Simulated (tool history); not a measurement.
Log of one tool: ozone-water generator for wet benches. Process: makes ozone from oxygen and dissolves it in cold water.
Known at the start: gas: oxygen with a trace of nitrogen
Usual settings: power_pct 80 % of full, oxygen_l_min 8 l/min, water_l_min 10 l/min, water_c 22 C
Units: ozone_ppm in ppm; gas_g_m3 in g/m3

{"run": 1, "hour": 0.0, "power_pct": 80, "oxygen_l_min": 8, "water_l_min": 10, "water_c": 22, "ozone_ppm": 25.3, "gas_g_m3": 191.3}
{"run": 2, "hour": 38.6, "power_pct": 80, "oxygen_l_min": 8, "water_l_min": 10, "water_c": 22, "ozone_ppm": 25.2, "gas_g_m3": 191.1}
{"run": 3, "hour": 85.0, "power_pct": 80, "oxygen_l_min": 8, "water_l_min": 10, "water_c": 22, "ozone_ppm": 24.9, "gas_g_m3": 190.2}
{"run": 4, "hour": 112.5, "power_pct": 96, "oxygen_l_min": 8, "water_l_min": 10, "water_c": 22, "ozone_ppm": 29.3, "gas_g_m3": 223.7}
{"run": 5, "hour": 148.6, "power_pct": 96, "oxygen_l_min": 8, "water_l_min": 10, "water_c": 22, "ozone_ppm": 29, "gas_g_m3": 221.4}
{"run": 6, "hour": 169.3, "power_pct": 80, "oxygen_l_min": 8, "water_l_min": 10, "water_c": 22, "ozone_ppm": 25.3, "gas_g_m3": 191.2}
{"run": 7, "hour": 218.8, "power_pct": 80, "oxygen_l_min": 8, "water_l_min": 10, "water_c": 22, "ozone_ppm": 24.9, "gas_g_m3": 190.6}
{"run": 8, "hour": 250.8, "power_pct": 80, "oxygen_l_min": 8, "water_l_min": 10, "water_c": 22, "ozone_ppm": 25.2, "gas_g_m3": 191.1}
{"run": 9, "hour": 272.3, "power_pct": 80, "oxygen_l_min": 8, "water_l_min": 7, "water_c": 22, "ozone_ppm": 31.6, "gas_g_m3": 189.9}
{"run": 10, "hour": 296.6, "power_pct": 80, "oxygen_l_min": 8, "water_l_min": 7, "water_c": 22, "ozone_ppm": 31.5, "gas_g_m3": 192.6}
{"run": 11, "hour": 328.0, "power_pct": 80, "oxygen_l_min": 8, "water_l_min": 10, "water_c": 22, "ozone_ppm": 25.4, "gas_g_m3": 192.4}
{"run": 12, "hour": 374.6, "power_pct": 80, "oxygen_l_min": 8, "water_l_min": 10, "water_c": 22, "ozone_ppm": 25.3, "gas_g_m3": 193.1}
{"run": 13, "hour": 424.8, "power_pct": 80, "oxygen_l_min": 8, "water_l_min": 10, "water_c": 22, "ozone_ppm": 25.3, "gas_g_m3": 194.2}
{"run": 14, "hour": 471.6, "power_pct": 80, "oxygen_l_min": 8, "water_l_min": 13, "water_c": 18, "ozone_ppm": 22.4, "gas_g_m3": 194.6}
{"run": 15, "hour": 500.9, "power_pct": 80, "oxygen_l_min": 4.08, "water_l_min": 13, "water_c": 22, "ozone_ppm": 20.2, "gas_g_m3": 248.2}
{"run": 16, "hour": 540.6, "power_pct": 70, "oxygen_l_min": 10.84, "water_l_min": 10, "water_c": 17, "ozone_ppm": 24.8, "gas_g_m3": 154.7}
{"run": 17, "hour": 578.4, "power_pct": 86, "oxygen_l_min": 5.37, "water_l_min": 11, "water_c": 21, "ozone_ppm": 25.8, "gas_g_m3": 237.7}
{"run": 18, "hour": 601.3, "power_pct": 80, "oxygen_l_min": 5.2, "water_l_min": 10, "water_c": 22, "ozone_ppm": 26, "gas_g_m3": 226.5}
{"run": 19, "hour": 622.7, "power_pct": 80, "oxygen_l_min": 5.2, "water_l_min": 10, "water_c": 22, "ozone_ppm": 25.7, "gas_g_m3": 226.8}
{"run": 20, "hour": 649.5, "power_pct": 57, "oxygen_l_min": 8, "water_l_min": 11, "water_c": 22, "ozone_ppm": 17.7, "gas_g_m3": 147.9}
{"run": 21, "hour": 670.4, "power_pct": 83, "oxygen_l_min": 4.85, "water_l_min": 7, "water_c": 15, "ozone_ppm": 40.5, "gas_g_m3": 240.5}
{"run": 22, "hour": 695.4, "power_pct": 83, "oxygen_l_min": 4.85, "water_l_min": 7, "water_c": 15, "ozone_ppm": 40.6, "gas_g_m3": 241.6}
{"run": 23, "hour": 741.9, "power_pct": 80, "oxygen_l_min": 11.25, "water_l_min": 10, "water_c": 22, "ozone_ppm": 24.1, "gas_g_m3": 172.6}
{"hour": 768.8, "done": "contactor cleaned"}
{"run": 24, "hour": 781.7, "power_pct": 80, "oxygen_l_min": 12.67, "water_l_min": 10, "water_c": 22, "ozone_ppm": 23.7, "gas_g_m3": 164.6}
{"run": 25, "hour": 803.4, "power_pct": 80, "oxygen_l_min": 8, "water_l_min": 11, "water_c": 22, "ozone_ppm": 23.7, "gas_g_m3": 195}

Forecast each of these 3 alternatives for the next run:
{"run": "A", "hour": 840.9, "power_pct": 72, "oxygen_l_min": 10.65, "water_l_min": 11, "water_c": 22, "ozone_ppm": "?", "gas_g_m3": "?"}
{"run": "B", "hour": 840.9, "power_pct": 79, "oxygen_l_min": 8, "water_l_min": 11, "water_c": 24, "ozone_ppm": "?", "gas_g_m3": "?"}
{"run": "C", "hour": 840.9, "power_pct": 46, "oxygen_l_min": 8, "water_l_min": 7, "water_c": 18, "ozone_ppm": "?", "gas_g_m3": "?"}

run=A ozone_ppm=21 gas_g_m3=160.4
run=B ozone_ppm=22.2 gas_g_m3=192.3
run=C ozone_ppm=22.5 gas_g_m3=123.8
Without the tool's hidden state the same runs would have given:
run=A ozone_ppm=21 gas_g_m3=156.5
run=B ozone_ppm=22.2 gas_g_m3=187.6
run=C ozone_ppm=22.5 gas_g_m3=120.8

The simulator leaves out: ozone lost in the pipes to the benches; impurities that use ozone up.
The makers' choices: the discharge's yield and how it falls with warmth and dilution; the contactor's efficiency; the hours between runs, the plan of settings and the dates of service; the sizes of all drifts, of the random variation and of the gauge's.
